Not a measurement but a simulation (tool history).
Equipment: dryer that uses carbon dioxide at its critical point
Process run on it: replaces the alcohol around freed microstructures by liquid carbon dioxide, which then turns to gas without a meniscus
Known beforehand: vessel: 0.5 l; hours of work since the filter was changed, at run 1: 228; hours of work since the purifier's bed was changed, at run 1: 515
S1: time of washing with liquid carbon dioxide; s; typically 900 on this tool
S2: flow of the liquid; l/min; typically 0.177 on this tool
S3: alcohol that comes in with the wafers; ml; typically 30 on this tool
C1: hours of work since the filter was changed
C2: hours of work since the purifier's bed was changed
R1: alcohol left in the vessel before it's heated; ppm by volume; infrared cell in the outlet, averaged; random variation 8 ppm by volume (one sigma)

| run | hour | S1 | S2 | S3 | C1 | C2 | R1 |
|---|---|---|---|---|---|---|---|
| 1 | 0.0 | 900 | 0.177 | 30 | 228 | 515 | 655 |
| 2 | 11.2 | 900 | 0.177 | 30 | 234 | 522 | 630 |
| 3 | 21.8 | 900 | 0.143 | 30 | 240 | 528 | 1421 |
| 4 | 37.3 | 900 | 0.177 | 30 | 249 | 537 | 639 |
| 5 | 53.0 | 900 | 0.177 | 30 | 259 | 546 | 622 |
| 6 | 68.5 | 900 | 0.177 | 30 | 268 | 555 | 652 |
| 7 | 84.6 | 900 | 0.177 | 30 | 277 | 565 | 667 |
| 8 | 104.8 | 1200 | 0.177 | 30 | 289 | 577 | 267 |
| 9 | 116.0 | 900 | 0.199 | 30 | 295 | 583 | 430 |
| 10 | 133.4 | 600 | 0.177 | 30 | 306 | 593 | 2601 |
| 11 | 146.0 | 600 | 0.177 | 30 | 313 | 601 | 2571 |
| 12 | 158.9 | 600 | 0.177 | 30 | 320 | 608 | 2675 |
| 13 | 170.3 | 600 | 0.177 | 30 | 327 | 615 | 2628 |
| 14 | 188.6 | 900 | 0.177 | 30 | 338 | 626 | 689 |
| 15 | 205.9 | 900 | 0.177 | 30 | 348 | 636 | 706 |
| 16 | 219.2 | 660 | 0.177 | 30 | 356 | 643 | 1976 |
| 17 | 244.3 | 840 | 0.177 | 30 | 370 | 658 | 889 |
| 18 | 260.6 | 840 | 0.114 | 30 | 380 | 668 | 3978 |
| 19 | 284.5 | 840 | 0.114 | 30 | 394 | 682 | 3869 |
| 20 | 302.4 | 900 | 0.299 | 30 | 404 | 692 | 221 |
| 21 | 324.4 | 900 | 0.177 | 30 | 417 | 705 | 720 |
| 22 | 345.5 | 900 | 0.177 | 30 | 430 | 717 | 729 |
| 23 | 368.6 | 900 | 0.177 | 30 | 443 | 731 | 740 |
| 24 | 380.2 | 900 | 0.177 | 30 | 450 | 737 | 734 |
| 25 | 392.1 | 660 | 0.116 | 96 | 457 | 744 | 21086 |
| 26 | 413.5 | 1440 | 0.156 | 30 | 469 | 757 | 294 |
| 27 | 433.0 | 1440 | 0.156 | 30 | 481 | 768 | 306 |
| 28 | 449.8 | 780 | 0.190 | 53 | 490 | 778 | 1505 |
| 29 | 474.4 | 1260 | 0.173 | 26 | 505 | 793 | 315 |
| 30 | 499.2 | 1140 | 0.177 | 96 | 519 | 807 | 750 |
| 31 | 519.4 | 720 | 0.233 | 25 | 531 | 819 | 570 |
| 32 | 542.9 | 720 | 0.233 | 25 | 545 | 833 | 587 |
| 33 | 566.5 | 900 | 0.170 | 103 | 559 | 846 | 2616 |
| 34 | 589.6 | 900 | 0.177 | 118 | 572 | 860 | 2517 |
| 35 | 602.8 | 900 | 0.177 | 68 | 580 | 868 | 1583 |
|  | 608.5 | inlet filter changed |
| 36 | 622.2 | 900 | 0.177 | 68 | 8 | 878 | 1219 |
| 37 | 639.5 | 1260 | 0.130 | 34 | 18 | 888 | 712 |
|  | 653.6 | purifier's bed changed |
| 38 | 666.3 | 600 | 0.260 | 67 | 32 | 7 | 966 |
| 39 | 689.8 | 600 | 0.260 | 67 | 46 | 21 | 972 |
| 40 | 710.1 | 780 | 0.136 | 111 | 58 | 33 | 8578 |
| 41 | 734.5 | 780 | 0.136 | 111 | 72 | 47 | 8873 |
| 42 | 759.4 | 780 | 0.183 | 110 | 86 | 62 | 2700 |
| 43 | 774.0 | 780 | 0.183 | 110 | 95 | 70 | 2730 |
| 44 | 789.5 | 780 | 0.158 | 52 | 104 | 79 | 2492 |
| 45 | 809.4 | 780 | 0.158 | 52 | 116 | 91 | 2450 |

Hidden condition of the tool, last listed run before each entry between runs versus first listed run after:
Between runs 35 and 36: inlet filter changed (hour 608.5)
  flow that reaches the vessel past the clogged filter, %: 93.4 -> 99.5; alcohol in the recycled carbon dioxide, ppm: 249.6 -> 252.7
  the result without the hidden state subtracted from the measured one, R1: +622 -> +273 ppm by volume
Between runs 37 and 38: purifier's bed changed (hour 653.6)
  flow that reaches the vessel past the clogged filter, %: 99.4 -> 99.3; alcohol in the recycled carbon dioxide, ppm: 255.6 -> 7.3
  the result without the hidden state subtracted from the measured one, R1: +260 -> +37 ppm by volume

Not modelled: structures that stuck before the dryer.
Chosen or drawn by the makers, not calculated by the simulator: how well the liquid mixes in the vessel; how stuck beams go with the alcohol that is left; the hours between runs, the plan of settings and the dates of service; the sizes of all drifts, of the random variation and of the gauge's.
